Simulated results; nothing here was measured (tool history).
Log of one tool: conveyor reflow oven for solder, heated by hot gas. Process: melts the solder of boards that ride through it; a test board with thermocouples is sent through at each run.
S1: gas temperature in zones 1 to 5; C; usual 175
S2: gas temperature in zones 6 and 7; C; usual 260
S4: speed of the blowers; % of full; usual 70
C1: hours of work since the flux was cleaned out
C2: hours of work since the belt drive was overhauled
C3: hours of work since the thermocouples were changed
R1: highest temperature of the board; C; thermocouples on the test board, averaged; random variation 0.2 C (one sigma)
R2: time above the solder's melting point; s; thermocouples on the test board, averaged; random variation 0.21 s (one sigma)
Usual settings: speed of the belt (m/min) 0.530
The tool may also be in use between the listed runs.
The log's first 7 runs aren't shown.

run 8 day=5.871 | S1=175 S2=260 speed_of_the_belt_(m/min)=0.530 S4=70 | C1=166 C2=445 C3=493 | R1=245.1 R2=46.4
run 9 day=6.308 | S1=175 S2=260 speed_of_the_belt_(m/min)=0.530 S4=69 | C1=171 C2=450 C3=497 | R1=244.8 R2=45.4
run 10 day=6.821 | S1=175 S2=260 speed_of_the_belt_(m/min)=0.530 S4=70 | C1=177 C2=456 C3=503 | R1=245.2 R2=45.9
run 11 day=7.679 | S1=175 S2=260 speed_of_the_belt_(m/min)=0.530 S4=62 | C1=187 C2=465 C3=513 | R1=243.4 R2=44.2
run 12 day=8.562 | S1=175 S2=260 speed_of_the_belt_(m/min)=0.530 S4=62 | C1=197 C2=475 C3=523 | R1=243.3 R2=44.2
run 13 day=9.258 | S1=175 S2=260 speed_of_the_belt_(m/min)=0.530 S4=62 | C1=204 C2=483 C3=531 | R1=243.3 R2=44.2
run 14 day=10.062 | S1=175 S2=260 speed_of_the_belt_(m/min)=0.530 S4=62 | C1=213 C2=492 C3=540 | R1=243.6 R2=44.4
run 15 day=10.629 | S1=175 S2=260 speed_of_the_belt_(m/min)=0.530 S4=70 | C1=220 C2=499 C3=546 | R1=245.1 R2=46.1
run 16 day=11.546 | S1=175 S2=260 speed_of_the_belt_(m/min)=0.530 S4=70 | C1=230 C2=509 C3=557 | R1=244.9 R2=46.1
run 17 day=12.308 | S1=165 S2=265 speed_of_the_belt_(m/min)=0.591 S4=57 | C1=239 C2=518 C3=565 | R1=240.1 R2=32.6
run 18 day=13.004 | S1=175 S2=260 speed_of_the_belt_(m/min)=0.490 S4=85 | C1=247 C2=526 C3=573 | R1=249.1 R2=55.2
run 19 day=13.429 | S1=173 S2=260 speed_of_the_belt_(m/min)=0.591 S4=68 | C1=251 C2=530 C3=578 | R1=240.4 R2=36.4
run 20 day=13.862 | S1=161 S2=260 speed_of_the_belt_(m/min)=0.530 S4=69 | C1=256 C2=535 C3=583 | R1=242.4 R2=39.5
run 21 day=14.717 | S1=170 S2=260 speed_of_the_belt_(m/min)=0.530 S4=70 | C1=266 C2=545 C3=592 | R1=244.0 R2=43.8
run 22 day=15.333 | S1=169 S2=260 speed_of_the_belt_(m/min)=0.459 S4=62 | C1=273 C2=552 C3=599 | R1=246.6 R2=53.0
run 23 day=16.371 | S1=169 S2=260 speed_of_the_belt_(m/min)=0.446 S4=68 | C1=285 C2=564 C3=611 | R1=248.2 R2=57.3
run 24 day=17.017 | S1=175 S2=260 speed_of_the_belt_(m/min)=0.572 S4=70 | C1=292 C2=571 C3=618 | R1=242.6 R2=40.1
run 25 day=17.788 | S1=175 S2=260 speed_of_the_belt_(m/min)=0.572 S4=90 | C1=301 C2=580 C3=627 | R1=246.7 R2=44.0
run 26 day=18.771 | S1=175 S2=260 speed_of_the_belt_(m/min)=0.516 S4=80 | C1=312 C2=591 C3=638 | R1=247.6 R2=50.1
run 27 day=19.354 | S1=167 S2=263 speed_of_the_belt_(m/min)=0.512 S4=72 | C1=318 C2=597 C3=645 | R1=247.7 R2=47.4
run 28 day=20.033 | S1=167 S2=254 speed_of_the_belt_(m/min)=0.497 S4=63 | C1=326 C2=605 C3=652 | R1=238.9 R2=41.0
-- day=21.154 flux residue cleaned out of gas plates and filters
run 29 day=21.179 | S1=167 S2=254 speed_of_the_belt_(m/min)=0.497 S4=63 | C1=0 C2=615 C3=663 | R1=238.6 R2=40.8
run 30 day=21.738 | S1=169 S2=260 speed_of_the_belt_(m/min)=0.483 S4=70 | C1=7 C2=622 C3=669 | R1=247.5 R2=50.8

5 ways to go on from here, each from the tool as it stands after run 30. What would each give?
run A day=22.617 | S1=161 S2=271 speed_of_the_belt_(m/min)=0.530 S4=71 | C1=17 C2=632 C3=679 | R1=? R2=?
run B day=22.617 | S1=186 S2=258 speed_of_the_belt_(m/min)=0.496 S4=70 | C1=17 C2=632 C3=679 | R1=? R2=?
run C day=22.617 | S1=185 S2=259 speed_of_the_belt_(m/min)=0.483 S4=70 | C1=17 C2=632 C3=679 | R1=? R2=?
run D day=22.617 | S1=187 S2=273 speed_of_the_belt_(m/min)=0.466 S4=70 | C1=17 C2=632 C3=679 | R1=? R2=?
run E day=22.617 | S1=169 S2=260 speed_of_the_belt_(m/min)=0.483 S4=66 | C1=17 C2=632 C3=679 | R1=? R2=?

run=A R1=252.8 R2=46.6
run=B R1=246.9 R2=56.5
run=C R1=248.3 R2=58.2
run=D R1=261.7 R2=69.3
run=E R1=246.0 R2=49.9
Without the tool's hidden state the same runs would have given:
run=A R1=252.8 R2=46.5
run=B R1=246.8 R2=56.4
run=C R1=248.2 R2=58.2
run=D R1=261.7 R2=69.3
run=E R1=246.0 R2=49.8

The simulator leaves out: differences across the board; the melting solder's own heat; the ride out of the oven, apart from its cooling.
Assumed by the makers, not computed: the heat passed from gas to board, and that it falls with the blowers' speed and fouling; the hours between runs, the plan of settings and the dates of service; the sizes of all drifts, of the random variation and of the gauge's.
